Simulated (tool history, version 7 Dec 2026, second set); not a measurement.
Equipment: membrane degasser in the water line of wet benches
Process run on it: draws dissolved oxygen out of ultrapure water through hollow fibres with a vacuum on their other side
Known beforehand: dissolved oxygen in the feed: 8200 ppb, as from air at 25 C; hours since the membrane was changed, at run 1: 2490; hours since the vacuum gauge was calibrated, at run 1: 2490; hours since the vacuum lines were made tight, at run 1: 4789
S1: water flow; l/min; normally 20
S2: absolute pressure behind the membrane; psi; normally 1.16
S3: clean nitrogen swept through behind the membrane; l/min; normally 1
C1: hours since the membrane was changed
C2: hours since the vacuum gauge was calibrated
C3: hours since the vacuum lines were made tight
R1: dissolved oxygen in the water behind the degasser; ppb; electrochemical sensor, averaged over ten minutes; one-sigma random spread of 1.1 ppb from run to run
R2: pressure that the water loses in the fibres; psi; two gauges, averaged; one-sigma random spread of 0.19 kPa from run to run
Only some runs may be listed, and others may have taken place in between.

Run 1, hour 0: usual settings; C1 2490; C2 2490; C3 4789. Result: R1 213.2 ppb, R2 5.791 psi.
Run 2, hour 66.7: usual settings; C1 2556; C2 2556; C3 4855. Result: R1 212.6 ppb, R2 5.858 psi.
Run 3, hour 111: usual settings; C1 2601; C2 2601; C3 4900. Result: R1 212.5 ppb, R2 5.816 psi.
Run 4, hour 159.5: usual settings; C1 2649; C2 2649; C3 4948. Result: R1 212.5 ppb, R2 5.832 psi.
Run 5, hour 243.7: usual settings but S2 1.405 psi; C1 2733; C2 2733; C3 5032. Result: R1 283.9 ppb, R2 5.823 psi.
Run 6, hour 297.2: usual settings but S2 1.405 psi; C1 2787; C2 2787; C3 5086. Result: R1 283 ppb, R2 5.893 psi.
Run 7, hour 395.6: usual settings but S2 1.405 psi, S3 1.66 l/min; C1 2885; C2 2885; C3 5184. Result: R1 183.6 ppb, R2 5.881 psi.
Run 8, hour 444.6: usual settings but S2 1.405 psi, S3 1.66 l/min; C1 2934; C2 2934; C3 5233. Result: R1 182 ppb, R2 5.851 psi.
Run 9, hour 505.2: usual settings but S2 1.405 psi, S3 1.66 l/min; C1 2995; C2 2995; C3 5294. Result: R1 182.7 ppb, R2 5.875 psi.
Run 10, hour 590.2: usual settings but S2 1.405 psi, S3 1.66 l/min; C1 3080; C2 3080; C3 5379. Result: R1 183.1 ppb, R2 5.781 psi.
Run 11, hour 633.6: usual settings; C1 3123; C2 3123; C3 5422. Result: R1 211 ppb, R2 5.918 psi.
Run 12, hour 729.9: usual settings; C1 3220; C2 3220; C3 5519. Result: R1 212.7 ppb, R2 5.871 psi.
Run 13, hour 800: usual settings but S2 2.48 psi; C1 3290; C2 3290; C3 5589. Result: R1 586 ppb, R2 5.889 psi.
At hour 847.6: vacuum gauge calibrated.
Run 14, hour 896.4: usual settings but S2 2.48 psi; C1 3386; C2 49; C3 5685. Result: R1 590 ppb, R2 5.902 psi.
Run 15, hour 937.9: usual settings but S1 30 l/min, S2 2.457 psi, S3 0.57 l/min; C1 3427; C2 90; C3 5726. Result: R1 1230.3 ppb, R2 8.841 psi.
Run 16, hour 987.4: usual settings but S1 30 l/min, S2 2.457 psi, S3 0.57 l/min; C1 3477; C2 140; C3 5776. Result: R1 1226.3 ppb, R2 8.881 psi.
Run 17, hour 1077.3: usual settings but S1 23 l/min, S2 1.291 psi, S3 2.41 l/min; C1 3567; C2 230; C3 5866. Result: R1 134.1 ppb, R2 6.767 psi.
Run 18, hour 1165.8: usual settings but S1 14 l/min, S2 1.131 psi, S3 0.42 l/min; C1 3655; C2 318; C3 5954. Result: R1 310.3 ppb, R2 4.136 psi.
Run 19, hour 1242.4: usual settings but S1 14 l/min, S2 1.131 psi, S3 0.42 l/min; C1 3732; C2 395; C3 6031. Result: R1 309.6 ppb, R2 4.126 psi.
Run 20, hour 1284.6: usual settings but S1 14 l/min, S2 1.131 psi, S3 0.42 l/min; C1 3774; C2 437; C3 6073. Result: R1 307.7 ppb, R2 4.113 psi.
Run 21, hour 1350.7: usual settings but S1 15 l/min, S2 2.798 psi, S3 1.97 l/min; C1 3840; C2 503; C3 6139. Result: R1 285.6 ppb, R2 4.431 psi.
Run 22, hour 1412.1: usual settings but S1 22 l/min, S2 1.553 psi, S3 1.91 l/min; C1 3901; C2 564; C3 6200. Result: R1 203.3 ppb, R2 6.502 psi.
Run 23, hour 1480: usual settings but S1 13 l/min, S2 0.732 psi, S3 0.57 l/min; C1 3969; C2 632; C3 6268. Result: R1 92.5 ppb, R2 3.846 psi.
Run 24, hour 1522: usual settings but S1 13 l/min, S2 0.732 psi, S3 0.57 l/min; C1 4011; C2 674; C3 6310. Result: R1 91.9 ppb, R2 3.852 psi.

Some steps in R2 between neighbouring runs. How much of each would the tool show without its hidden state too (settings, what came in, random variation), and how much is left for the hidden state, with any gauge scatter that isn't in both results?
The tool's hidden condition here consists of: membrane still open, %; true pressure behind the membrane over the reading, kPa; air that leaks in behind the membrane, l/min; drift of the gauge itself on oxygen_ppb, %; drift of the gauge itself on loss_of_pressure_kpa, %.
Run 14 -> 15: S1 20 -> 30, S2 2.48 -> 2.457, S3 1 -> 0.57. R2 +2.94 psi: hidden state +0.033, all else +2.907.
Run 21 -> 22: S1 15 -> 22, S2 2.798 -> 1.553, S3 1.97 -> 1.91. R2 +2.071 psi: hidden state +0.035, all else +2.036.
Run 22 -> 23: S1 22 -> 13, S2 1.553 -> 0.732, S3 1.91 -> 0.57. R2 -2.656 psi: hidden state -0.039, all else -2.616.
